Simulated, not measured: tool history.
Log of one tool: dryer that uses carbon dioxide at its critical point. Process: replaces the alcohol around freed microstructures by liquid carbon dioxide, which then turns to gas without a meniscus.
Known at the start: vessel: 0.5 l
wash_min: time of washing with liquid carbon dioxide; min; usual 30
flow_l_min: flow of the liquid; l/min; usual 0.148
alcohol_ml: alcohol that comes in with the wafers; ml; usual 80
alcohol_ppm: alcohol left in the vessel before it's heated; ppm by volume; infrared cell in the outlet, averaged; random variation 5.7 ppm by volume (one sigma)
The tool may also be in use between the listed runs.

| run | hour | wash_min | flow_l_min | alcohol_ml | alcohol_ppm |
|---|---|---|---|---|---|
| 1 | 0.0 | 30 | 0.148 | 80 | 294 |
| 2 | 6.1 | 30 | 0.148 | 80 | 293 |
| 3 | 12.3 | 30 | 0.148 | 30 | 144 |
| 4 | 18.4 | 30 | 0.148 | 30 | 135 |
| 5 | 25.6 | 20 | 0.148 | 80 | 2212 |
| 6 | 32.1 | 30 | 0.148 | 80 | 301 |
| 7 | 38.3 | 30 | 0.148 | 28 | 136 |
| 8 | 51.4 | 30 | 0.148 | 28 | 138 |
| 9 | 65.0 | 30 | 0.148 | 28 | 149 |
| 10 | 71.5 | 31 | 0.148 | 80 | 261 |
| 11 | 78.8 | 37 | 0.148 | 26 | 81 |
| 12 | 85.1 | 37 | 0.095 | 79 | 1208 |

Run 13 comes next. What will it give?
| 13 | 95.7 | 18 | 0.208 | 79 | ? |

alcohol_ppm: 665 ppm by volume
Without the tool's hidden state the same run would have given alcohol_ppm 451 ppm by volume.
